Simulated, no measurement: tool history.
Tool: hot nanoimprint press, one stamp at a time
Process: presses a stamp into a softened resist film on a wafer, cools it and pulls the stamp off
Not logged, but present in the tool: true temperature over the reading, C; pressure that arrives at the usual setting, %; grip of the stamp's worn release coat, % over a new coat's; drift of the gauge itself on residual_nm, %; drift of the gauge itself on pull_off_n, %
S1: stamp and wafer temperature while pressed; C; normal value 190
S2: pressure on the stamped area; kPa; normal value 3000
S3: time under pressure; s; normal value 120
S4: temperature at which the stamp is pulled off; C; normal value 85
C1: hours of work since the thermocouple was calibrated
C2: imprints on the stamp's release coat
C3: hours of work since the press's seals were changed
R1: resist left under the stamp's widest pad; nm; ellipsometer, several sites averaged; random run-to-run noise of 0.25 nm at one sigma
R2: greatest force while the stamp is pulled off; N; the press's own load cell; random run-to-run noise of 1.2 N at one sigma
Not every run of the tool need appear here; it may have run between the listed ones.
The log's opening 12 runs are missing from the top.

run 13 day=22.65 | S1=196 S2=2590 S3=196 S4=85 | C1=65 C2=273 C3=277 | R1=102.4 R2=119
run 14 day=23.754 | S1=190 S2=3000 S3=120 S4=85 | C1=80 C2=388 C3=292 | R1=131.9 R2=119
run 15 day=25.412 | S1=190 S2=3000 S3=120 S4=85 | C1=102 C2=560 C3=314 | R1=131.9 R2=117
run 16 day=26.438 | S1=184 S2=1860 S3=103 S4=85 | C1=116 C2=666 C3=327 | R1=194.9 R2=116
run 17 day=27.808 | S1=184 S2=1860 S3=103 S4=85 | C1=134 C2=808 C3=346 | R1=195.6 R2=119
-- day=28.829 stamp cleaned and given a new release coat
run 18 day=30.388 | S1=192 S2=3000 S3=129 S4=85 | C1=165 C2=162 C3=377 | R1=121.5 R2=119
run 19 day=32.767 | S1=192 S2=3000 S3=129 S4=85 | C1=196 C2=408 C3=408 | R1=121.8 R2=119
run 20 day=34.054 | S1=192 S2=3000 S3=129 S4=85 | C1=214 C2=542 C3=425 | R1=121.5 R2=119
run 21 day=35.788 | S1=186 S2=3000 S3=129 S4=86 | C1=237 C2=721 C3=448 | R1=145.6 R2=115
-- day=37.554 stamp cleaned and given a new release coat
run 22 day=37.992 | S1=186 S2=3000 S3=129 S4=86 | C1=263 C2=45 C3=474 | R1=144.9 R2=114
run 23 day=39.596 | S1=186 S2=3000 S3=129 S4=86 | C1=284 C2=212 C3=496 | R1=144.9 R2=114
run 24 day=41.308 | S1=190 S2=3000 S3=120 S4=70 | C1=307 C2=389 C3=518 | R1=131.8 R2=169

Forecast run 25:
run 25 day=43.196 | S1=183 S2=1880 S3=83 S4=83 | C1=332 C2=585 C3=544 | R1=? R2=?

R1: 205.5 nm
R2: 124 N
Take away the tool's hidden state, keep the run-to-run variation as it was, and the same run would have given R1 205.6 nm, R2 124 N.
